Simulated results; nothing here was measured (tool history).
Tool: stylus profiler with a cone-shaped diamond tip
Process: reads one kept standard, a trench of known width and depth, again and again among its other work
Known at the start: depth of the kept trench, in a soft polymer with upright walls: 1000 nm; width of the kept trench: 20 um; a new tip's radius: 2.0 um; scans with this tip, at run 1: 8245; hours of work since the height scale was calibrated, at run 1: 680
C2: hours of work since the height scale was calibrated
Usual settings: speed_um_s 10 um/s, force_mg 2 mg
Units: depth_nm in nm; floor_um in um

{"run": 1, "day": 0.0, "speed_um_s": 10, "force_mg": 2, "scans with this tip": 8245, "C2": 680, "depth_nm": 1013, "floor_um": 15.71}
{"run": 2, "day": 2.1, "speed_um_s": 10, "force_mg": 2, "scans with this tip": 8554, "C2": 706, "depth_nm": 1013.11, "floor_um": 15.68}
{"run": 3, "day": 5.358, "speed_um_s": 10, "force_mg": 2, "scans with this tip": 9033, "C2": 745, "depth_nm": 1012.9, "floor_um": 15.66}
{"run": 4, "day": 8.55, "speed_um_s": 10, "force_mg": 2, "scans with this tip": 9504, "C2": 784, "depth_nm": 1013.21, "floor_um": 15.65}
{"run": 5, "day": 11.692, "speed_um_s": 10, "force_mg": 4.7, "scans with this tip": 9966, "C2": 822, "depth_nm": 1021.31, "floor_um": 15.57}
{"run": 6, "day": 14.654, "speed_um_s": 10, "force_mg": 0.85, "scans with this tip": 10403, "C2": 858, "depth_nm": 1009.42, "floor_um": 15.55}
{"run": 7, "day": 17.95, "speed_um_s": 10, "force_mg": 2, "scans with this tip": 10888, "C2": 898, "depth_nm": 1014, "floor_um": 15.57}
{"run": 8, "day": 21.262, "speed_um_s": 10, "force_mg": 2, "scans with this tip": 11376, "C2": 939, "depth_nm": 1014.07, "floor_um": 15.52}
{"run": 9, "day": 23.975, "speed_um_s": 10, "force_mg": 2.01, "scans with this tip": 11775, "C2": 971, "depth_nm": 1014.57, "floor_um": 15.47}
{"run": 10, "day": 25.912, "speed_um_s": 10, "force_mg": 2, "scans with this tip": 12060, "C2": 995, "depth_nm": 1014.02, "floor_um": 15.47}
{"run": 11, "day": 28.983, "speed_um_s": 10, "force_mg": 1.78, "scans with this tip": 12513, "C2": 1032, "depth_nm": 1013.78, "floor_um": 15.45}
{"run": 12, "day": 30.708, "speed_um_s": 10, "force_mg": 1.78, "scans with this tip": 12767, "C2": 1053, "depth_nm": 1013.98, "floor_um": 15.35}
{"run": 13, "day": 33.617, "speed_um_s": 10, "force_mg": 1.78, "scans with this tip": 13195, "C2": 1089, "depth_nm": 1014.15, "floor_um": 15.38}
{"run": 14, "day": 35.283, "speed_um_s": 10, "force_mg": 1.78, "scans with this tip": 13441, "C2": 1109, "depth_nm": 1014.36, "floor_um": 15.34}
{"run": 15, "day": 37.288, "speed_um_s": 10, "force_mg": 1.78, "scans with this tip": 13736, "C2": 1133, "depth_nm": 1014.25, "floor_um": 15.35}
{"run": 16, "day": 40.612, "speed_um_s": 10, "force_mg": 1.78, "scans with this tip": 14226, "C2": 1174, "depth_nm": 1014.61, "floor_um": 15.27}
{"run": 17, "day": 43.325, "speed_um_s": 10, "force_mg": 1.78, "scans with this tip": 14625, "C2": 1207, "depth_nm": 1014.4, "floor_um": 15.35}
{"run": 18, "day": 45.962, "speed_um_s": 10, "force_mg": 0.8, "scans with this tip": 15013, "C2": 1239, "depth_nm": 1011.29, "floor_um": 15.23}
{"run": 19, "day": 48.433, "speed_um_s": 10, "force_mg": 2, "scans with this tip": 15377, "C2": 1269, "depth_nm": 1015.01, "floor_um": 15.24}
{"run": 20, "day": 49.892, "speed_um_s": 10, "force_mg": 2, "scans with this tip": 15592, "C2": 1286, "depth_nm": 1015.15, "floor_um": 15.27}
{"run": 21, "day": 52.383, "speed_um_s": 10, "force_mg": 2, "scans with this tip": 15958, "C2": 1317, "depth_nm": 1015.76, "floor_um": 15.22}
{"run": 22, "day": 54.912, "speed_um_s": 2, "force_mg": 1.28, "scans with this tip": 16331, "C2": 1347, "depth_nm": 1013.16, "floor_um": 15.28}
{"run": 23, "day": 57.717, "speed_um_s": 17, "force_mg": 1.89, "scans with this tip": 16744, "C2": 1381, "depth_nm": 1015.51, "floor_um": 15.07}
{"run": 24, "day": 59.654, "speed_um_s": 10, "force_mg": 5.72, "scans with this tip": 17029, "C2": 1405, "depth_nm": 1026.17, "floor_um": 15.12}
{"run": 25, "day": 61.029, "speed_um_s": 6, "force_mg": 2.5, "scans with this tip": 17232, "C2": 1422, "depth_nm": 1017.38, "floor_um": 15.21}
{"run": 26, "day": 63.833, "speed_um_s": 20, "force_mg": 2.21, "scans with this tip": 17645, "C2": 1456, "depth_nm": 1016.93, "floor_um": 15.03}
{"run": 27, "day": 66.542, "speed_um_s": 2, "force_mg": 3.65, "scans with this tip": 18044, "C2": 1489, "depth_nm": 1020.93, "floor_um": 15.13}
{"run": 28, "day": 68.379, "speed_um_s": 5, "force_mg": 2.96, "scans with this tip": 18315, "C2": 1511, "depth_nm": 1019.22, "floor_um": 15.12}
{"run": 29, "day": 71.55, "speed_um_s": 5, "force_mg": 2.96, "scans with this tip": 18781, "C2": 1549, "depth_nm": 1019.87, "floor_um": 15.07}
{"run": 30, "day": 73.483, "speed_um_s": 5, "force_mg": 2.96, "scans with this tip": 19066, "C2": 1573, "depth_nm": 1019.37, "floor_um": 15.04}
{"run": 31, "day": 74.996, "speed_um_s": 10, "force_mg": 5.64, "scans with this tip": 19288, "C2": 1591, "depth_nm": 1026.59, "floor_um": 15.03}
{"run": 32, "day": 76.708, "speed_um_s": 17, "force_mg": 4.13, "scans with this tip": 19541, "C2": 1612, "depth_nm": 1022.83, "floor_um": 14.97}
{"run": 33, "day": 79.538, "speed_um_s": 3, "force_mg": 1.42, "scans with this tip": 19957, "C2": 1646, "depth_nm": 1014.95, "floor_um": 15.02}
{"run": 34, "day": 82.838, "speed_um_s": 7, "force_mg": 1.1, "scans with this tip": 20443, "C2": 1687, "depth_nm": 1013.79, "floor_um": 14.96}
{"run": 35, "day": 84.971, "speed_um_s": 7, "force_mg": 4.05, "scans with this tip": 20757, "C2": 1713, "depth_nm": 1023.22, "floor_um": 14.92}
{"run": 36, "day": 87.167, "speed_um_s": 7, "force_mg": 4.05, "scans with this tip": 21081, "C2": 1739, "depth_nm": 1023.41, "floor_um": 14.92}
{"run": 37, "day": 88.542, "speed_um_s": 7, "force_mg": 4.05, "scans with this tip": 21283, "C2": 1756, "depth_nm": 1023.35, "floor_um": 14.93}
{"run": 38, "day": 90.979, "speed_um_s": 13, "force_mg": 5.41, "scans with this tip": 21643, "C2": 1786, "depth_nm": 1026.92, "floor_um": 14.87}
{"run": 39, "day": 93.546, "speed_um_s": 2, "force_mg": 2, "scans with this tip": 22020, "C2": 1817, "depth_nm": 1018.21, "floor_um": 14.94}

Forecast each of these 4 alternatives for the next run:
{"run": "A", "day": 96.679, "speed_um_s": 10, "force_mg": 1.18, "scans with this tip": 22482, "C2": 1855, "depth_nm": "?", "floor_um": "?"}
{"run": "B", "day": 96.679, "speed_um_s": 28, "force_mg": 1.14, "scans with this tip": 22482, "C2": 1855, "depth_nm": "?", "floor_um": "?"}
{"run": "C", "day": 96.679, "speed_um_s": 3, "force_mg": 0.68, "scans with this tip": 22482, "C2": 1855, "depth_nm": "?", "floor_um": "?"}
{"run": "D", "day": 96.679, "speed_um_s": 32, "force_mg": 1.44, "scans with this tip": 22482, "C2": 1855, "depth_nm": "?", "floor_um": "?"}

run=A depth_nm=1015.4 floor_um=14.79
run=B depth_nm=1014.9 floor_um=14.67
run=C depth_nm=1013.28 floor_um=14.77
run=D depth_nm=1016.08 floor_um=14.56
Without the tool's hidden state the same runs would have given:
run=A depth_nm=1006.99 floor_um=16.45
run=B depth_nm=1006.5 floor_um=16.32
run=C depth_nm=1004.88 floor_um=16.42
run=D depth_nm=1007.66 floor_um=16.21
